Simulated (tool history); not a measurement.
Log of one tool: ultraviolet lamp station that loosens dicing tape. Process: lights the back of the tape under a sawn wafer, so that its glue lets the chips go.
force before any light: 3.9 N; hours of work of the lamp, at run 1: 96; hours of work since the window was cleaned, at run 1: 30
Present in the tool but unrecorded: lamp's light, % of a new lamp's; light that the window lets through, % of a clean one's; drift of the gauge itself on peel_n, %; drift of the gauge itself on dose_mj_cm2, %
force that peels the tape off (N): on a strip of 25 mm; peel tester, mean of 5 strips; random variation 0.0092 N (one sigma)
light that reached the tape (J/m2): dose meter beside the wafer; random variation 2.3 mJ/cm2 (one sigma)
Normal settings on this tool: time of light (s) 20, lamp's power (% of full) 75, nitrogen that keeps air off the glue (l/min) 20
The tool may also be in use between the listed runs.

run,hour,time of light (s),lamp's power (% of full),nitrogen that keeps air off the glue (l/min),hours of work of the lamp,hours of work since the window was cleaned,force that peels the tape off (N),light that reached the tape (J/m2)
1,0.0,20,75,20,96,30,0.446,2210
2,60.4,20,75,20,142,77,0.437,2110
3,140.8,20,75,20,205,139,0.454,2070
4,192.0,20,73,20,244,179,0.500,1960
5,254.1,20,73,20,292,227,0.520,1870
6,289.3,13,75,20,320,254,0.953,1240
7,364.6,13,75,20,378,312,0.996,1230
8,406.3,13,75,20,410,345,0.988,1180
9,473.3,20,75,20,462,397,0.632,1740
10,508.7,20,75,20,490,424,0.606,1750
11,579.8,20,75,20,545,479,0.647,1640
# hour 622.0: window cleaned of glue's vapour
12,631.9,20,75,20,585,8,0.793,1440
13,712.3,20,63,20,647,70,1.044,1170
14,754.9,12,75,20,680,103,1.499,780
15,801.5,12,75,20,716,139,1.566,780
16,879.9,18,61,30,777,200,1.215,930
# hour 929.8: lamp changed
17,946.0,18,74,29,13,250,0.706,1450
18,1000.5,20,75,7,55,292,1.103,1510
19,1051.7,20,75,25,94,332,0.693,1460
# hour 1072.9: window cleaned of glue's vapour, once more
20,1088.8,20,75,25,123,12,0.382,2250
21,1164.6,20,75,10,182,71,0.604,2160
22,1226.1,20,75,12,229,119,0.587,2090
23,1277.4,20,75,12,269,158,0.592,2030
24,1311.7,31,86,12,295,185,0.285,3580

Alternative continuations, all from the tool just after run 24; predict every row:
A,1381.9,12,79,12,350,239,?,?
B,1381.9,31,62,38,350,239,?,?
C,1381.9,11,75,20,350,239,?,?

run,force that peels the tape off (N),light that reached the tape (J/m2)
A,1.192,1220
B,0.300,2490
C,1.126,1070
With no hidden state in the tool, these same runs would have given:
run,force that peels the tape off (N),light that reached the tape (J/m2)
A,0.949,1480
B,0.253,3010
C,0.895,1290

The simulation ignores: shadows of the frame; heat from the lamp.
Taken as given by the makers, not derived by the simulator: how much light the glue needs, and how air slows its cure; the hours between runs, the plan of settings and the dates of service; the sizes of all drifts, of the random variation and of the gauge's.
